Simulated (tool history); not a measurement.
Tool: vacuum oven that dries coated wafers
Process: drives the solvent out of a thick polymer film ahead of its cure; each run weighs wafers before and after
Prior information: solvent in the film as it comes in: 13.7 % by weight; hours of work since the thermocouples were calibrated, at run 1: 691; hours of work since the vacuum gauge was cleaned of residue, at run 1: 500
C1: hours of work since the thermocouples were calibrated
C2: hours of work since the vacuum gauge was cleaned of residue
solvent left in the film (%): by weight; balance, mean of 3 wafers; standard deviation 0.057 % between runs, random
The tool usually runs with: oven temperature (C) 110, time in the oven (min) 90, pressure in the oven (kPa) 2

{"run": 1, "hour": 0.0, "oven temperature (C)": 110, "time in the oven (min)": 90, "pressure in the oven (kPa)": 2, "C1": 691, "C2": 500, "solvent left in the film (%)": 2.92}
{"run": 2, "hour": 21.0, "oven temperature (C)": 110, "time in the oven (min)": 90, "pressure in the oven (kPa)": 2, "C1": 705, "C2": 514, "solvent left in the film (%)": 2.9}
{"run": 3, "hour": 58.3, "oven temperature (C)": 110, "time in the oven (min)": 90, "pressure in the oven (kPa)": 2, "C1": 731, "C2": 540, "solvent left in the film (%)": 2.88}
{"run": 4, "hour": 78.3, "oven temperature (C)": 110, "time in the oven (min)": 90, "pressure in the oven (kPa)": 2, "C1": 745, "C2": 554, "solvent left in the film (%)": 2.93}
{"run": 5, "hour": 102.8, "oven temperature (C)": 110, "time in the oven (min)": 90, "pressure in the oven (kPa)": 2, "C1": 761, "C2": 571, "solvent left in the film (%)": 2.89}
{"run": 6, "hour": 123.4, "oven temperature (C)": 110, "time in the oven (min)": 90, "pressure in the oven (kPa)": 2, "C1": 776, "C2": 585, "solvent left in the film (%)": 2.89}
{"run": 7, "hour": 163.9, "oven temperature (C)": 110, "time in the oven (min)": 82, "pressure in the oven (kPa)": 2, "C1": 803, "C2": 612, "solvent left in the film (%)": 3.05}

Predict the results of run 8:
{"run": 8, "hour": 205.6, "oven temperature (C)": 110, "time in the oven (min)": 130, "pressure in the oven (kPa)": 7.79, "C1": 832, "C2": 641, "solvent left in the film (%)": "?"}

{"run 8": {"solvent left in the film (%)": 9.37}}
With the hidden condition absent and the run-to-run variation left alone, this run would have shown solvent left in the film (%) 9.18.

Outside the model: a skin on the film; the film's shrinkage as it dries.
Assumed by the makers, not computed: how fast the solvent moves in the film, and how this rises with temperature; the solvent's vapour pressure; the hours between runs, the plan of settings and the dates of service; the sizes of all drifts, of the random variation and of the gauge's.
